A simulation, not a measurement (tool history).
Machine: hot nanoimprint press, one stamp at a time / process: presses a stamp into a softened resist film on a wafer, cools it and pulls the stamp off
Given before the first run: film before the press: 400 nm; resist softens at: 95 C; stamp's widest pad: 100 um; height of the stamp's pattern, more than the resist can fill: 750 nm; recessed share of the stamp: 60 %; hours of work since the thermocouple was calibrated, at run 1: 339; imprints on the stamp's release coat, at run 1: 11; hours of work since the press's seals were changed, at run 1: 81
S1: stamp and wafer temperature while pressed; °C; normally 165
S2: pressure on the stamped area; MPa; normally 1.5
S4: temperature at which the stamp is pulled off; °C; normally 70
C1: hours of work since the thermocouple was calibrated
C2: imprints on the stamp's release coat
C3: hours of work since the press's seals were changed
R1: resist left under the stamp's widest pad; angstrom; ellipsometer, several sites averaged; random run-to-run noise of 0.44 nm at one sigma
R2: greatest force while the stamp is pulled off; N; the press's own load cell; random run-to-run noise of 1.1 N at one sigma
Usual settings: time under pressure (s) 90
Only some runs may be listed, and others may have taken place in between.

Run 1, day 0: usual settings; C1 339; C2 11; C3 81. Result: R1 1475 angstrom, R2 213 N.
Run 2, day 1.712: usual settings but time under pressure (s) 62; C1 368; C2 235; C3 110. Result: R1 1712 angstrom, R2 214 N.
Run 3, day 3.229: usual settings but time under pressure (s) 62; C1 394; C2 433; C3 136. Result: R1 1709 angstrom, R2 213 N.
At day 4.879: stamp cleaned and given a new release coat.
Run 4, day 5.4: usual settings but time under pressure (s) 62; C1 427; C2 68; C3 168. Result: R1 1711 angstrom, R2 211 N.
Run 5, day 7.458: usual settings; C1 461; C2 337; C3 203. Result: R1 1482 angstrom, R2 212 N.
Run 6, day 9.183: usual settings but time under pressure (s) 174; C1 491; C2 562; C3 232. Result: R1 1121 angstrom, R2 214 N.
At day 9.871: stamp cleaned and given a new release coat.
At day 11.383: plate thermocouple calibrated.
Run 7, day 11.9: usual settings but time under pressure (s) 174; C1 9; C2 249; C3 272. Result: R1 1119 angstrom, R2 212 N.
Run 8, day 13.762: usual settings but time under pressure (s) 174; C1 40; C2 492; C3 304. Result: R1 1117 angstrom, R2 215 N.
At day 15.067: stamp cleaned and given a new release coat.
Run 9, day 16.133: usual settings but time under pressure (s) 174; C1 76; C2 139; C3 339. Result: R1 1113 angstrom, R2 213 N.
Run 10, day 17.717: usual settings but time under pressure (s) 174; C1 103; C2 346; C3 366. Result: R1 1125 angstrom, R2 212 N.
At day 20.025: stamp cleaned and given a new release coat.
Run 11, day 20.033: usual settings but time under pressure (s) 174; C1 138; C2 1; C3 401. Result: R1 1114 angstrom, R2 210 N.
Run 12, day 21.675: usual settings but time under pressure (s) 174; C1 166; C2 216; C3 429. Result: R1 1126 angstrom, R2 212 N.
Run 13, day 23.742: usual settings but time under pressure (s) 174; C1 201; C2 486; C3 464. Result: R1 1117 angstrom, R2 212 N.
At day 25.142: stamp cleaned and given a new release coat.
Run 14, day 26.167: usual settings but S2 1.18 MPa; C1 238; C2 134; C3 501. Result: R1 1658 angstrom, R2 213 N.
Run 15, day 28.046: usual settings but S2 1.18 MPa; C1 270; C2 379; C3 533. Result: R1 1658 angstrom, R2 211 N.
At day 30.183: stamp cleaned and given a new release coat.
Run 16, day 30.354: usual settings but S1 160 °C, S2 1.85 MPa, time under pressure (s) 104; C1 304; C2 22; C3 568. Result: R1 1535 angstrom, R2 216 N.
Run 17, day 32.858: usual settings but S1 156 °C, S2 1.08 MPa; C1 347; C2 349; C3 610. Result: R1 2347 angstrom, R2 209 N.
At day 35.154: stamp cleaned and given a new release coat.
Run 18, day 35.179: usual settings but S1 176 °C, S2 1.16 MPa, time under pressure (s) 122; C1 382; C2 3; C3 645. Result: R1 986 angstrom, R2 214 N.
Run 19, day 37.125: usual settings but S2 1.05 MPa, time under pressure (s) 85; C1 415; C2 258; C3 678. Result: R1 1775 angstrom, R2 211 N.
Run 20, day 38.9: usual settings but S1 162 °C, S4 71 °C; C1 445; C2 490; C3 708. Result: R1 1660 angstrom, R2 210 N.
At day 40.104: stamp cleaned and given a new release coat.
Run 21, day 40.792: usual settings but S1 162 °C, time under pressure (s) 76, S4 66 °C; C1 473; C2 91; C3 736. Result: R1 1757 angstrom, R2 222 N.
Run 22, day 42.133: usual settings but S1 171 °C, S2 1.27 MPa, time under pressure (s) 51, S4 76 °C; C1 496; C2 265; C3 759. Result: R1 1628 angstrom, R2 197 N.
Run 23, day 43.408: usual settings but S1 171 °C, S2 1.27 MPa, time under pressure (s) 51, S4 76 °C; C1 517; C2 432; C3 780. Result: R1 1620 angstrom, R2 197 N.
At day 43.788: plate thermocouple calibrated.
At day 45.238: stamp cleaned and given a new release coat.
Run 24, day 46.208: usual settings but S1 169 °C, S2 1.22 MPa, time under pressure (s) 51, S4 76 °C; C1 37; C2 127; C3 821. Result: R1 1764 angstrom, R2 196 N.
Run 25, day 48.371: usual settings but S1 154 °C, S2 1.22 MPa, S4 62 °C; C1 73; C2 409; C3 858. Result: R1 2395 angstrom, R2 233 N.
At day 50.242: stamp cleaned and given a new release coat.
Run 26, day 50.838: usual settings but S1 159 °C; C1 111; C2 78; C3 896. Result: R1 1844 angstrom, R2 212 N.
Run 27, day 52.55: usual settings but S4 62 °C; C1 140; C2 302; C3 925. Result: R1 1477 angstrom, R2 234 N.
Run 28, day 53.896: usual settings but S4 62 °C; C1 163; C2 478; C3 947. Result: R1 1472 angstrom, R2 234 N.
At day 55.317: stamp cleaned and given a new release coat.
Run 29, day 55.567: usual settings but S1 160 °C, S4 72 °C; C1 187; C2 32; C3 971. Result: R1 1789 angstrom, R2 207 N.

What if the next run were any one of these 4? Each begins from the tool's condition after run 29:
Run A, day 57.142: usual settings but S1 170 °C; C1 213; C2 238; C3 998. Result: R1 ?, R2 ?.
Run B, day 57.142: usual settings but S2 1.53 MPa, time under pressure (s) 70; C1 213; C2 238; C3 998. Result: R1 ?, R2 ?.
Run C, day 57.142: usual settings but S1 164 °C, S2 1.63 MPa, time under pressure (s) 155; C1 213; C2 238; C3 998. Result: R1 ?, R2 ?.
Run D, day 57.142: usual settings but S1 154 °C, S2 1.21 MPa, time under pressure (s) 119; C1 213; C2 238; C3 998. Result: R1 ?, R2 ?.

run    R1   R2
  A  1225  213
  B  1622  212
  C  1168  212
  D  2204  212
Had the tool no hidden state, the same runs would have come out as:
run    R1   R2
  A  1225  213
  B  1623  212
  C  1169  212
  D  2205  212
